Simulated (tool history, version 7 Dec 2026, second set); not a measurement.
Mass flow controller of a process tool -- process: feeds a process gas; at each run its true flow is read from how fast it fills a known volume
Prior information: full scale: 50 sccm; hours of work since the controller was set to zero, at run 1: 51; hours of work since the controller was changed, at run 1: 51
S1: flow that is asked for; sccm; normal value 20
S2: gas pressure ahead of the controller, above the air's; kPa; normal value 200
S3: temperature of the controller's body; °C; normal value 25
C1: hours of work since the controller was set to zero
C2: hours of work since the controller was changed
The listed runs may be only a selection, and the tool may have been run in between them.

run 1 hour=0.0 | S1=20 S2=200 S3=25 | C1=51 C2=51 | true_flow_(%)=98.60
run 2 hour=79.3 | S1=20 S2=200 S3=25 | C1=78 C2=78 | true_flow_(%)=98.60
run 3 hour=144.6 | S1=20 S2=141 S3=25 | C1=101 C2=101 | true_flow_(%)=98.81
run 4 hour=268.2 | S1=20 S2=196 S3=25 | C1=143 C2=143 | true_flow_(%)=98.61
run 5 hour=361.6 | S1=20 S2=196 S3=25 | C1=175 C2=175 | true_flow_(%)=98.66
run 6 hour=482.3 | S1=20 S2=196 S3=25 | C1=216 C2=216 | true_flow_(%)=98.61
run 7 hour=598.5 | S1=20 S2=196 S3=25 | C1=256 C2=256 | true_flow_(%)=98.69
run 8 hour=661.1 | S1=39 S2=200 S3=25 | C1=277 C2=277 | true_flow_(%)=99.76
run 9 hour=731.7 | S1=39 S2=200 S3=25 | C1=301 C2=301 | true_flow_(%)=99.58
run 10 hour=859.4 | S1=39 S2=200 S3=25 | C1=345 C2=345 | true_flow_(%)=99.58
run 11 hour=1004.3 | S1=39 S2=200 S3=25 | C1=395 C2=395 | true_flow_(%)=99.76
run 12 hour=1150.9 | S1=39 S2=200 S3=25 | C1=445 C2=445 | true_flow_(%)=99.74
run 13 hour=1258.8 | S1=39 S2=200 S3=25 | C1=482 C2=482 | true_flow_(%)=99.73
run 14 hour=1400.6 | S1=10 S2=200 S3=25 | C1=530 C2=530 | true_flow_(%)=98.52
run 15 hour=1530.7 | S1=10 S2=200 S3=25 | C1=575 C2=575 | true_flow_(%)=98.52
run 16 hour=1592.2 | S1=10 S2=200 S3=25 | C1=596 C2=596 | true_flow_(%)=98.64
run 17 hour=1686.4 | S1=18 S2=238 S3=25 | C1=628 C2=628 | true_flow_(%)=98.82
run 18 hour=1826.3 | S1=20 S2=264 S3=24 | C1=676 C2=676 | true_flow_(%)=98.51
run 19 hour=1948.6 | S1=20 S2=264 S3=24 | C1=718 C2=718 | true_flow_(%)=98.74
run 20 hour=2057.9 | S1=6 S2=256 S3=34 | C1=755 C2=755 | true_flow_(%)=100.02
run 21 hour=2185.2 | S1=6 S2=256 S3=34 | C1=799 C2=799 | true_flow_(%)=100.12
run 22 hour=2291.4 | S1=20 S2=200 S3=34 | C1=835 C2=835 | true_flow_(%)=100.07
run 23 hour=2424.5 | S1=20 S2=200 S3=34 | C1=880 C2=880 | true_flow_(%)=100.06
run 24 hour=2514.4 | S1=20 S2=200 S3=34 | C1=911 C2=911 | true_flow_(%)=100.17

For run 25, what comes out?
run 25 hour=2611.6 | S1=20 S2=200 S3=34 | C1=944 C2=944 | true_flow_(%)=?

true flow (%): 100.23
Take away the tool's hidden state, keep the run-to-run variation as it was, and the same run would have given true flow (%) 99.47.

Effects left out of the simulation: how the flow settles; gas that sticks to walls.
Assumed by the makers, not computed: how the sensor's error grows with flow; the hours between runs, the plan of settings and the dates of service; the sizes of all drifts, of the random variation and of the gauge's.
